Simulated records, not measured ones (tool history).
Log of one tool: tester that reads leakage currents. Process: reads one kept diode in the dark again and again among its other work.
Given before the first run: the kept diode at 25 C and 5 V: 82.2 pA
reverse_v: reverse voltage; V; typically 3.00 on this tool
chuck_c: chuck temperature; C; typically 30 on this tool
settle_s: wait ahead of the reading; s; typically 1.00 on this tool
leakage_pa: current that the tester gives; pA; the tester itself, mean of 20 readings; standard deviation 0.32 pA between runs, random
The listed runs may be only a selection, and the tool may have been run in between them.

run,hour,reverse_v,chuck_c,settle_s,leakage_pa
1,0.0,3.00,30,1.00,112.62
2,43.7,3.00,30,1.00,113.05
3,81.5,3.00,30,1.00,113.14
4,150.0,3.00,30,1.00,113.17
5,229.1,3.00,30,1.00,114.29
6,315.8,3.00,30,1.00,114.68
# hour 322.7: probe card cleaned and baked
7,366.6,3.00,30,1.00,115.54
8,405.5,3.00,30,1.00,115.49
9,495.6,3.00,40,1.00,280.60
# hour 511.5: probe card cleaned and baked, once more
10,575.6,3.00,40,1.00,280.68
11,630.3,3.00,46,1.00,468.79
12,680.3,2.14,46,2.42,405.04
13,748.2,3.73,30,1.00,129.26
14,799.0,3.73,26,0.46,90.50
15,857.3,3.60,26,4.53,87.33
16,898.8,14.37,23,0.46,129.34
17,948.7,3.26,24,2.16,70.00
18,987.1,3.26,24,2.16,70.02
19,1026.3,3.26,24,2.16,70.21

Forecast each of these 5 alternatives for the next run:
A,1091.4,11.72,30,3.22,?
B,1091.4,3.26,28,2.30,?
C,1091.4,3.00,20,1.00,?
D,1091.4,3.26,34,2.16,?
E,1091.4,3.00,30,2.23,?

run,leakage_pa
A,218.30
B,102.46
C,46.41
D,176.78
E,118.65
What these runs would have given with no unlogged condition in the tool:
run,leakage_pa
A,193.12
B,90.69
C,40.74
D,157.37
E,105.25

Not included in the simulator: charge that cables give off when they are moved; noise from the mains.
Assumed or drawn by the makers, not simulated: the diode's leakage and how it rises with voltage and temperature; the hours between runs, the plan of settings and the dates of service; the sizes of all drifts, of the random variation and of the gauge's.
